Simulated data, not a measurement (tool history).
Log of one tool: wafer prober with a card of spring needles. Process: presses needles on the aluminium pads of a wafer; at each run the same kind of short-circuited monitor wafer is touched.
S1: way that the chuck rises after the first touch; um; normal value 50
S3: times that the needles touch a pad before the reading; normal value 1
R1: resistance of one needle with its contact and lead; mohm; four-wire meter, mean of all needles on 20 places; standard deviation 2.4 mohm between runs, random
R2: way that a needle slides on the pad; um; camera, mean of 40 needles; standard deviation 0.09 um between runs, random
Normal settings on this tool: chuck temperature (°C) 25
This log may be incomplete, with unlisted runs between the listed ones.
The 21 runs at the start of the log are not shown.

At hour 148.9: tips cleaned on abrasive film.
Run 22, hour 156.6: usual settings but S1 57 um, chuck temperature (°C) 41, S3 2. Result: R1 283 mohm, R2 11.03 um.
Run 23, hour 162.5: usual settings but S1 57 um, chuck temperature (°C) 41, S3 2. Result: R1 278 mohm, R2 10.91 um.
At hour 167.1: tips cleaned on abrasive film.
Run 24, hour 169.3: usual settings but S1 57 um, chuck temperature (°C) 41, S3 2. Result: R1 279 mohm, R2 10.81 um.
Run 25, hour 176.2: usual settings but S1 57 um, chuck temperature (°C) 41, S3 2. Result: R1 283 mohm, R2 10.82 um.
Run 26, hour 183.6: usual settings but S1 57 um, chuck temperature (°C) 37. Result: R1 277 mohm, R2 10.9 um.
At hour 185.1: tips cleaned on abrasive film.
Run 27, hour 190.1: usual settings but S1 57 um, chuck temperature (°C) 37. Result: R1 281 mohm, R2 10.88 um.
Run 28, hour 199.9: usual settings but S1 57 um, chuck temperature (°C) 37. Result: R1 280 mohm, R2 10.86 um.
At hour 203.2: tips cleaned on abrasive film.
Run 29, hour 208.6: usual settings but S1 32 um. Result: R1 288 mohm, R2 6.07 um.
Run 30, hour 217.8: usual settings but S1 43 um, chuck temperature (°C) 110. Result: R1 310 mohm, R2 8.18 um.
At hour 221.3: tips cleaned on abrasive film.
Run 31, hour 223.2: usual settings but S1 43 um, chuck temperature (°C) 120. Result: R1 314 mohm, R2 8.22 um.
Run 32, hour 227.6: usual settings but S1 34 um, S3 2. Result: R1 291 mohm, R2 6.5 um.
Run 33, hour 237.4: usual settings but S3 2. Result: R1 280 mohm, R2 9.75 um.
At hour 239.1: tips cleaned on abrasive film.
Run 34, hour 243: usual settings but S3 2. Result: R1 279 mohm, R2 9.53 um.
Run 35, hour 248.9: usual settings but chuck temperature (°C) 65, S3 2. Result: R1 289 mohm, R2 9.7 um.

4 ways to go on from here, each from the tool as it stands after run 35. What would each give?
Run A, hour 256.3: usual settings but S1 32 um. Result: R1 ?, R2 ?.
Run B, hour 256.3: usual settings but S1 41 um. Result: R1 ?, R2 ?.
Run C, hour 256.3: usual settings but chuck temperature (°C) 57. Result: R1 ?, R2 ?.
Run D, hour 256.3: usual settings but S1 35 um, S3 2. Result: R1 ?, R2 ?.

run   R1    R2
  A  288  6.19
  B  282  7.93
  C  289  9.63
  D  289  6.62
The same runs, with their run-to-run variation unchanged, on a tool lacking any hidden condition would have given:
run   R1    R2
  A  287  6.19
  B  281  7.93
  C  289  9.64
  D  288  6.62
